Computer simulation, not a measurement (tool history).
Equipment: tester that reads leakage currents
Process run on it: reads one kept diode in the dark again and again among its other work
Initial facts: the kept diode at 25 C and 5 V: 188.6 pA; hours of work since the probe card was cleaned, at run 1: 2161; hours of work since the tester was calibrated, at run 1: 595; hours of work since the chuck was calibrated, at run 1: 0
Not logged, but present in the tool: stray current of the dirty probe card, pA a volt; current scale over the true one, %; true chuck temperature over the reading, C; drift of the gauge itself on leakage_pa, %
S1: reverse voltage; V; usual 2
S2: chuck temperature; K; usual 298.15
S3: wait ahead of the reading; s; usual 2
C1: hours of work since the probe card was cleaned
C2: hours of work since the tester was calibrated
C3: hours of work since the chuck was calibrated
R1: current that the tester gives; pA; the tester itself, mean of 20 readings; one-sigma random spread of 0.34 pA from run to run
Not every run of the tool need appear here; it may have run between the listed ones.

{"run": 1, "hour": 0.0, "S1": 2, "S2": 298.15, "S3": 2, "C1": 2161, "C2": 595, "C3": 0, "R1": 111.79}
{"run": 2, "hour": 168.0, "S1": 2, "S2": 298.15, "S3": 2, "C1": 2270, "C2": 704, "C3": 109, "R1": 112.95}
{"run": 3, "hour": 361.3, "S1": 2, "S2": 298.15, "S3": 2, "C1": 2396, "C2": 830, "C3": 234, "R1": 114.76}
{"run": 4, "hour": 596.8, "S1": 2, "S2": 298.15, "S3": 2, "C1": 2548, "C2": 983, "C3": 387, "R1": 117.2}
{"run": 5, "hour": 846.5, "S1": 2, "S2": 298.15, "S3": 0.52, "C1": 2710, "C2": 1145, "C3": 549, "R1": 119.52}
{"hour": 901.9, "done": "probe card cleaned and baked"}
{"run": 6, "hour": 1039.9, "S1": 2, "S2": 298.15, "S3": 0.52, "C1": 89, "C2": 1268, "C3": 673, "R1": 119.54}
{"run": 7, "hour": 1218.2, "S1": 2, "S2": 302.15, "S3": 0.52, "C1": 205, "C2": 1384, "C3": 788, "R1": 160.98}
{"run": 8, "hour": 1418.9, "S1": 2, "S2": 302.15, "S3": 0.52, "C1": 335, "C2": 1514, "C3": 918, "R1": 163.03}
{"run": 9, "hour": 1547.9, "S1": 2, "S2": 320.15, "S3": 2, "C1": 419, "C2": 1598, "C3": 1002, "R1": 541.3}
{"run": 10, "hour": 1761.6, "S1": 2, "S2": 320.15, "S3": 2, "C1": 558, "C2": 1736, "C3": 1141, "R1": 547.75}
{"run": 11, "hour": 1895.1, "S1": 4.94, "S2": 298.15, "S3": 2, "C1": 644, "C2": 1823, "C3": 1227, "R1": 214.66}
{"hour": 1908.6, "done": "chuck's temperature calibrated"}
{"run": 12, "hour": 2146.7, "S1": 2, "S2": 298.15, "S3": 2, "C1": 806, "C2": 1985, "C3": 154, "R1": 131.37}
{"run": 13, "hour": 2363.7, "S1": 2, "S2": 298.15, "S3": 2, "C1": 947, "C2": 2125, "C3": 295, "R1": 133.61}
{"run": 14, "hour": 2485.6, "S1": 2, "S2": 298.15, "S3": 2, "C1": 1026, "C2": 2204, "C3": 374, "R1": 134.87}
{"hour": 2519.4, "done": "chuck's temperature calibrated, once more"}
{"run": 15, "hour": 2614.1, "S1": 2, "S2": 298.15, "S3": 2, "C1": 1108, "C2": 2286, "C3": 61, "R1": 113.03}
{"run": 16, "hour": 2824.1, "S1": 2, "S2": 298.15, "S3": 2, "C1": 1244, "C2": 2423, "C3": 198, "R1": 114.56}
{"run": 17, "hour": 3004.9, "S1": 2, "S2": 298.15, "S3": 0.4, "C1": 1361, "C2": 2540, "C3": 315, "R1": 117.6}
{"run": 18, "hour": 3245.9, "S1": 2, "S2": 298.15, "S3": 0.4, "C1": 1518, "C2": 2696, "C3": 471, "R1": 119.62}
{"run": 19, "hour": 3446.7, "S1": 8.31, "S2": 298.15, "S3": 2, "C1": 1648, "C2": 2826, "C3": 601, "R1": 279.41}
{"run": 20, "hour": 3550.3, "S1": 2, "S2": 299.15, "S3": 2, "C1": 1715, "C2": 2894, "C3": 669, "R1": 130.09}
{"run": 21, "hour": 3800.3, "S1": 2, "S2": 299.15, "S3": 2, "C1": 1877, "C2": 3056, "C3": 831, "R1": 132.6}
{"run": 22, "hour": 3916.8, "S1": 2, "S2": 299.15, "S3": 2, "C1": 1953, "C2": 3131, "C3": 906, "R1": 133.36}
{"run": 23, "hour": 4141.2, "S1": 2, "S2": 299.15, "S3": 2, "C1": 2098, "C2": 3277, "C3": 1052, "R1": 135.26}
{"run": 24, "hour": 4293.7, "S1": 2, "S2": 312.15, "S3": 1.23, "C1": 2197, "C2": 3376, "C3": 1151, "R1": 333.43}
{"run": 25, "hour": 4409.4, "S1": 6.86, "S2": 312.15, "S3": 0.48, "C1": 2272, "C2": 3451, "C3": 1226, "R1": 698.09}
{"hour": 4484.8, "done": "tester calibrated"}
{"run": 26, "hour": 4588.4, "S1": 8.24, "S2": 298.15, "S3": 2, "C1": 2387, "C2": 67, "C3": 1341, "R1": 298.21}
{"run": 27, "hour": 4751.0, "S1": 8.24, "S2": 298.15, "S3": 2, "C1": 2493, "C2": 173, "C3": 1446, "R1": 302.55}
{"hour": 4773.7, "done": "chuck's temperature calibrated"}
{"run": 28, "hour": 4969.3, "S1": 10.37, "S2": 297.15, "S3": 2, "C1": 2633, "C2": 313, "C3": 127, "R1": 283.68}
{"run": 29, "hour": 5104.7, "S1": 4.81, "S2": 295.15, "S3": 2, "C1": 2721, "C2": 401, "C3": 215, "R1": 156.44}
{"hour": 5141.4, "done": "probe card cleaned and baked"}
{"run": 30, "hour": 5240.2, "S1": 4.81, "S2": 295.15, "S3": 2, "C1": 64, "C2": 487, "C3": 301, "R1": 153.66}
{"run": 31, "hour": 5400.5, "S1": 2, "S2": 297.15, "S3": 3.47, "C1": 168, "C2": 591, "C3": 405, "R1": 107.87}
{"run": 32, "hour": 5577.6, "S1": 2, "S2": 297.15, "S3": 3.47, "C1": 283, "C2": 706, "C3": 519, "R1": 108.84}
{"run": 33, "hour": 5811.2, "S1": 15.08, "S2": 293.15, "S3": 1.57, "C1": 434, "C2": 857, "C3": 671, "R1": 273.82}
{"run": 34, "hour": 6056.4, "S1": 7.62, "S2": 297.15, "S3": 2.22, "C1": 593, "C2": 1016, "C3": 830, "R1": 248.5}
{"run": 35, "hour": 6225.2, "S1": 2, "S2": 301.15, "S3": 2, "C1": 703, "C2": 1126, "C3": 940, "R1": 152.23}
{"run": 36, "hour": 6475.0, "S1": 2, "S2": 301.15, "S3": 2, "C1": 865, "C2": 1288, "C3": 1102, "R1": 154.47}
{"run": 37, "hour": 6629.5, "S1": 2.9, "S2": 333.15, "S3": 0.49, "C1": 965, "C2": 1388, "C3": 1202, "R1": 1519.8}
{"run": 38, "hour": 6789.1, "S1": 1.65, "S2": 296.15, "S3": 1.67, "C1": 1069, "C2": 1491, "C3": 1305, "R1": 99.36}

Predict each of these 4 candidate next runs independently; none follows another, all start after run 38:
{"run": "A", "hour": 6937.5, "S1": 8.98, "S2": 308.15, "S3": 2, "C1": 1165, "C2": 1588, "C3": 1401, "R1": "?"}
{"run": "B", "hour": 6937.5, "S1": 10.53, "S2": 296.15, "S3": 2, "C1": 1165, "C2": 1588, "C3": 1401, "R1": "?"}
{"run": "C", "hour": 6937.5, "S1": 2.28, "S2": 302.15, "S3": 3.6, "C1": 1165, "C2": 1588, "C3": 1401, "R1": "?"}
{"run": "D", "hour": 6937.5, "S1": 7.97, "S2": 317.15, "S3": 0.53, "C1": 1165, "C2": 1588, "C3": 1401, "R1": "?"}

run=A R1=633.19
run=B R1=299.88
run=C R1=185.66
run=D R1=1061.09
Take away the tool's hidden state, keep each run's random variation, and the runs would have read:
run=A R1=545.76
run=B R1=253.99
run=C R1=159.21
run=D R1=923.96
